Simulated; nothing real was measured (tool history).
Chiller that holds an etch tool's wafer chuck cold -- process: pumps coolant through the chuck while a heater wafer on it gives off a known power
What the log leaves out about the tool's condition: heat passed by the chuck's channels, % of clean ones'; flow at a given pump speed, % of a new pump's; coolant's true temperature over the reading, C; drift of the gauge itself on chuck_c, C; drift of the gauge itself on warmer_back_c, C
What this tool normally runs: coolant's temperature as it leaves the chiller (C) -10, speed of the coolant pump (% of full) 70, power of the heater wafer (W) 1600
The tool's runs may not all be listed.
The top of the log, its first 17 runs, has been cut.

run	hour	coolant's temperature as it leaves the chiller (C)	speed of the coolant pump (% of full)	power of the heater wafer (W)	hours since the coolant was changed and the channels were flushed	hours since the pump was overhauled	hours since the chiller's thermometer was calibrated	chuck's temperature once it has settled (C)	how much warmer the coolant comes back (C)
18	645.2	0	82	1588	1626	1626	2366	18.1	4.32
19	692.8	-10	70	1319	1674	1674	2414	6.6	4.18
20	736.0	-16	65	1074	1717	1717	2457	-2.0	3.72
21	781.4	-4	65	1074	1762	1762	2502	10.1	3.64
22	831.7	-2	86	1600	1812	1812	2553	15.9	4.10
23	861.0	-10	70	2252	1842	1842	2582	18.4	7.05
24	899.3	-8	96	1614	1880	1880	2620	9.1	3.75
25	941.3	-4	86	2177	1922	1922	2662	20.5	5.60
26	982.8	-4	86	2177	1964	1964	2704	20.6	5.58
27	1007.9	-4	86	2177	1989	1989	2729	20.5	5.63
28	1051.9	-3	92	1147	2033	2033	2773	9.4	2.71
29	1078.9	-1	92	1597	2060	2060	2800	16.5	3.80
30	1127.9	-1	92	1597	2109	2109	2849	16.3	3.87
31	1165.7	-9	70	2115	2146	2146	2887	18.0	6.75
32	1208.7	0	99	945	2189	2189	2930	9.8	2.12

Branching from run 32: 4 alternative next runs. What would each branch give?
A	1263.7	-6	62	1970	2244	2244	2985	?	?
B	1263.7	-10	77	2041	2244	2244	2985	?	?
C	1263.7	0	79	945	2244	2244	2985	?	?
D	1263.7	-10	70	1633	2244	2244	2985	?	?

run	chuck's temperature once it has settled (C)	how much warmer the coolant comes back (C)
A	20.9	7.12
B	14.6	5.91
C	11.2	2.66
D	10.6	5.23
Take away the tool's hidden state, keep each run's random variation, and the runs would have read:
run	chuck's temperature once it has settled (C)	how much warmer the coolant comes back (C)
A	19.0	6.77
B	12.8	5.61
C	10.4	2.52
D	9.1	4.97
